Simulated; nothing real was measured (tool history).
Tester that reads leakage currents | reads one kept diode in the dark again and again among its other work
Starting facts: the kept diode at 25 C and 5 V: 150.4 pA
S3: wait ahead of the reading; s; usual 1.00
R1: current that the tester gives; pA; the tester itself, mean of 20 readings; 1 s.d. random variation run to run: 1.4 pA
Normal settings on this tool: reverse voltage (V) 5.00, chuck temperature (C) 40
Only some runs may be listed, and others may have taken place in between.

Run 1, hour 0.0: usual settings. Result: R1 406.42 pA.
Run 2, hour 147.6: usual settings. Result: R1 403.38 pA.
Run 3, hour 218.9: usual settings but S3 1.20 s. Result: R1 400.58 pA.
Run 4, hour 308.5: usual settings but reverse voltage (V) 3.36. Result: R1 324.59 pA.
Run 5, hour 404.5: usual settings but reverse voltage (V) 3.36. Result: R1 322.25 pA.
Run 6, hour 510.9: usual settings but chuck temperature (C) 43. Result: R1 480.83 pA.
Run 7, hour 578.2: usual settings but reverse voltage (V) 3.67, chuck temperature (C) 43, S3 5.64 s. Result: R1 409.24 pA.
Run 8, hour 701.4: usual settings but reverse voltage (V) 4.70, chuck temperature (C) 59. Result: R1 1327.77 pA.
Run 9, hour 775.9: usual settings but reverse voltage (V) 4.70, chuck temperature (C) 59. Result: R1 1322.50 pA.
Run 10, hour 875.5: usual settings but reverse voltage (V) 9.21, chuck temperature (C) 21. Result: R1 125.08 pA.
At hour 906.0: chuck's temperature calibrated.
Run 11, hour 941.3: usual settings but reverse voltage (V) 9.21, chuck temperature (C) 21. Result: R1 150.81 pA.

Here are 3 independent what-if runs from the current tool condition. What would each one return?
Run A, hour 1062.6: usual settings but reverse voltage (V) 9.93, chuck temperature (C) 21, S3 2.44 s. Result: R1 ?.
Run B, hour 1062.6: usual settings but reverse voltage (V) 9.21, chuck temperature (C) 21, S3 0.64 s. Result: R1 ?.
Run C, hour 1062.6: usual settings but reverse voltage (V) 2.60. Result: R1 ?.

run      R1
  A  155.24
  B  148.91
  C  318.22
The same runs, with their run-to-run variation unchanged, on a tool lacking any hidden condition would have given:
run      R1
  A  156.82
  B  150.52
  C  325.43

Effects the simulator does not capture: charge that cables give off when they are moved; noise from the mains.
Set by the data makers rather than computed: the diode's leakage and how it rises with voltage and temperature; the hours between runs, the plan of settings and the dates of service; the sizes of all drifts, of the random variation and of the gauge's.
